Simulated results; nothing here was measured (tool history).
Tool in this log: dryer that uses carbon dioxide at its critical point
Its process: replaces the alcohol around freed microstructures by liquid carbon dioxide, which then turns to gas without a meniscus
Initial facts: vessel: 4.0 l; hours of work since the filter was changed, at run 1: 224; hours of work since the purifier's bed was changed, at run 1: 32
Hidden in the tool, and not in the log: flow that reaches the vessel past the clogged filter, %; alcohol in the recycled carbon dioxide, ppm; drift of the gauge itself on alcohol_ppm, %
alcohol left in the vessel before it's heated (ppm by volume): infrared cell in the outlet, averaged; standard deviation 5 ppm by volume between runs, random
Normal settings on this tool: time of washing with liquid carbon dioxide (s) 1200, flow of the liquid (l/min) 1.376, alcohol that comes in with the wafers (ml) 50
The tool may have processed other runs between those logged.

run	hour	time of washing with liquid carbon dioxide (s)	flow of the liquid (l/min)	alcohol that comes in with the wafers (ml)	hours of work since the filter was changed	hours of work since the purifier's bed was changed	alcohol left in the vessel before it's heated (ppm by volume)
1	0	1200	1.376	50	224	32	58
2	11.9	1200	1.376	50	229	37	61
3	18.5	1200	1.376	50	232	40	60
4	27.6	1320	1.376	50	236	44	42
5	34.5	1260	1.376	50	239	47	52
6	43.2	1260	1.14	50	243	51	113
7	51.5	1200	1.376	50	247	54	77
8	61.7	1200	1.376	50	251	59	67
9	74.3	1200	1.376	34	257	64	46
10	83.3	1200	1.376	34	260	68	54
11	93	1200	1.376	59	265	73	80
12	100.6	1200	1.376	50	268	76	67
13	106.3	1200	1.376	50	271	78	75
14	117.5	1200	1.376	35	275	83	64
15	129	1200	1.376	35	280	88	59
16	141.1	1200	1.3	50	286	94	93
17	146.8	1200	1.376	50	288	96	74
18	160.2	1200	1.376	50	294	102	77
19	170	1200	1.376	50	298	106	76
20	181.8	1200	1.376	50	304	111	83
21	188.5	1200	1.376	50	307	114	83
22	197.2	1200	1.376	23	310	118	39
23	206.7	1200	1.376	50	315	122	87
24	220.1	1200	1.376	41	320	128	86
25	230	960	2.15	86	325	133	46
26	237.9	960	2.15	86	328	136	47
27	244.7	1200	1.01	82	331	139	453
28	252.7	1200	1.01	82	335	142	458
29	261.8	1200	1.376	66	339	146	111
30	273.2	1200	1.376	119	344	151	168
31	280.7	1200	1.83	62	347	155	51
32	286.4	1260	0.84	50	349	157	476
33	294.6	1020	1.31	38	353	161	160
34	302.9	1200	1.41	103	357	164	138
35	314.4	1140	1.06	33	362	170	210
36	327.4	720	1.29	30	367	175	411
37	339.7	780	1.29	83	373	181	823
38	351.2	1200	1.376	27	378	186	76
39	362.1	1200	1.376	27	383	190	76
40	370.5	1200	1.376	27	386	194	79
41	377.4	1020	1.376	23	389	197	109
42	386.5	1020	1.376	23	393	201	108
43	399	720	1.13	20	399	207	412
44	409.3	1860	0.86	111	403	211	243
45	415.9	1860	0.86	111	406	214	244
46	423.5	1860	0.86	111	410	217	244

A few steps of alcohol left in the vessel before it's heated (ppm by volume) between consecutive runs. Split each: what settings, incoming material and random variation would produce without the hidden state, and what is left over for the hidden state, along with gauge scatter present in only one of the two compared results (measured, and without hidden state):
Run 26 -> 27: time of washing with liquid carbon dioxide (s) 960 -> 1200, flow of the liquid (l/min) 2.15 -> 1.01, alcohol that comes in with the wafers (ml) 86 -> 82. alcohol left in the vessel before it's heated (ppm by volume) +406: hidden state +109, all else +297.
Run 31 -> 32: time of washing with liquid carbon dioxide (s) 1200 -> 1260, flow of the liquid (l/min) 1.83 -> 0.84, alcohol that comes in with the wafers (ml) 62 -> 50. alcohol left in the vessel before it's heated (ppm by volume) +425: hidden state +103, all else +322.
Run 36 -> 37: time of washing with liquid carbon dioxide (s) 720 -> 780, alcohol that comes in with the wafers (ml) 30 -> 83. alcohol left in the vessel before it's heated (ppm by volume) +412: hidden state +114, all else +298.
Run 37 -> 38: time of washing with liquid carbon dioxide (s) 780 -> 1200, flow of the liquid (l/min) 1.29 -> 1.376, alcohol that comes in with the wafers (ml) 83 -> 27. alcohol left in the vessel before it's heated (ppm by volume) -747: hidden state -188, all else -559.
